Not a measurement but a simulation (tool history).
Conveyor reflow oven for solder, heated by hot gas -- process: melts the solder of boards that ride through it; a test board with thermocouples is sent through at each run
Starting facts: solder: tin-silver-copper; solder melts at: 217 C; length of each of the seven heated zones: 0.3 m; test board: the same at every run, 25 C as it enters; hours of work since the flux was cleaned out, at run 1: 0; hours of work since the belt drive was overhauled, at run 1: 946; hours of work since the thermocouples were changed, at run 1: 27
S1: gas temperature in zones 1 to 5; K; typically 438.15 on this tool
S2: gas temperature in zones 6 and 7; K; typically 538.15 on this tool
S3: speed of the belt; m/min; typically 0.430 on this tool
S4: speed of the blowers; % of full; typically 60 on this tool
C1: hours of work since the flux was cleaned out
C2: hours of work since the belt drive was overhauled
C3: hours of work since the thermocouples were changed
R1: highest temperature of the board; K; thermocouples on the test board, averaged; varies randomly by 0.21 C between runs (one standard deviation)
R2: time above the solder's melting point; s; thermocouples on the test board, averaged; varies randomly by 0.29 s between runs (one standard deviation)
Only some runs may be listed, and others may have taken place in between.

run,hour,S1,S2,S3,S4,C1,C2,C3,R1,R2
1,0.0,438.15,538.15,0.430,60,0,946,27,514.15,47.1
2,30.2,438.15,538.15,0.430,60,22,969,49,514.45,46.5
3,50.7,438.15,538.15,0.430,60,37,983,64,514.25,47.0
4,72.3,438.15,538.15,0.374,60,53,999,80,519.45,62.1
5,97.1,438.15,538.15,0.430,60,71,1017,98,514.75,46.7
6,128.1,438.15,538.15,0.430,60,94,1040,121,514.45,47.2
7,157.2,436.15,528.15,0.430,60,115,1061,142,505.75,35.0

Run 8 is up next; what results do you expect?
8,192.0,436.15,528.15,0.430,60,141,1087,167,?,?

{"run 8": {"R1": 506.15, "R2": 35.1}}
Take away the tool's hidden state, keep the run-to-run variation as it was, and the same run would have given R1 506.25 K, R2 35.2 s.
